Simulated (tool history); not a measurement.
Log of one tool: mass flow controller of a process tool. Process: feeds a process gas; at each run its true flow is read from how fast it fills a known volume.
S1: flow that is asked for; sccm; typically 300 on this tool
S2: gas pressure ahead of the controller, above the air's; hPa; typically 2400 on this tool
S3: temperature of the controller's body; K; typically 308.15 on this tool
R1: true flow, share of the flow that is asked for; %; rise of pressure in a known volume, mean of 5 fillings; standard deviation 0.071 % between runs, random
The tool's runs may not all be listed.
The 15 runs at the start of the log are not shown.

Run 16, hour 2316.1: usual settings but S2 2690 hPa. Result: R1 98.34 %.
Run 17, hour 2495.9: usual settings but S2 2690 hPa. Result: R1 98.22 %.
Run 18, hour 2594.3: usual settings but S2 2690 hPa. Result: R1 98.09 %.
Run 19, hour 2717.8: usual settings but S2 1630 hPa, S3 311.15 K. Result: R1 98.72 %.
Run 20, hour 2833.9: usual settings but S2 1630 hPa, S3 311.15 K. Result: R1 98.76 %.
Run 21, hour 2941.5: usual settings but S1 445 sccm, S2 2620 hPa, S3 305.15 K. Result: R1 97.86 %.
Run 22, hour 3027.4: usual settings but S1 445 sccm, S2 2780 hPa, S3 305.15 K. Result: R1 97.86 %.
Run 23, hour 3211.9: usual settings but S1 839 sccm, S3 304.15 K. Result: R1 98.57 %.
Run 24, hour 3405.6: usual settings but S1 839 sccm, S3 304.15 K. Result: R1 98.29 %.
Run 25, hour 3501.7: usual settings but S1 115 sccm, S3 304.15 K. Result: R1 97.10 %.
Run 26, hour 3629.1: usual settings but S1 115 sccm, S3 304.15 K. Result: R1 97.00 %.
Run 27, hour 3733.7: usual settings but S1 204 sccm, S2 2720 hPa, S3 298.15 K. Result: R1 96.48 %.
Run 28, hour 3914.4: usual settings but S1 100 sccm, S2 2720 hPa, S3 298.15 K. Result: R1 96.23 %.
Run 29, hour 4072.3: usual settings but S3 299.15 K. Result: R1 96.68 %.
Run 30, hour 4269.9: usual settings but S1 110 sccm, S3 295.15 K. Result: R1 95.91 %.
Run 31, hour 4376.1: usual settings but S1 194 sccm, S2 2070 hPa, S3 300.15 K. Result: R1 96.52 %.
Run 32, hour 4507.4: usual settings but S1 540 sccm, S2 1730 hPa. Result: R1 98.02 %.
Run 33, hour 4650.0: usual settings but S1 540 sccm, S2 1730 hPa. Result: R1 98.05 %.
Run 34, hour 4848.1: usual settings but S1 393 sccm, S2 1730 hPa, S3 295.15 K. Result: R1 96.49 %.
Run 35, hour 4944.8: usual settings but S1 127 sccm, S2 1730 hPa, S3 296.15 K. Result: R1 96.11 %.

Branching from run 35: 5 alternative next runs. What would each branch give?
Run A, hour 5084.8: usual settings but S1 379 sccm, S2 1650 hPa. Result: R1 ?.
Run B, hour 5084.8: usual settings but S1 127 sccm, S2 2230 hPa, S3 300.15 K. Result: R1 ?.
Run C, hour 5084.8: usual settings but S3 310.15 K. Result: R1 ?.
Run D, hour 5084.8: usual settings but S1 660 sccm, S2 1580 hPa. Result: R1 ?.
Run E, hour 5084.8: usual settings but S3 310.15 K. Result: R1 ?.

run     R1
  A  97.27
  B  96.15
  C  97.14
  D  97.99
  E  97.09
Stripped of hidden state, with their random variation kept, the same runs would have yielded:
run      R1
  A   99.78
  B   98.65
  C   99.65
  D  100.52
  E   99.60
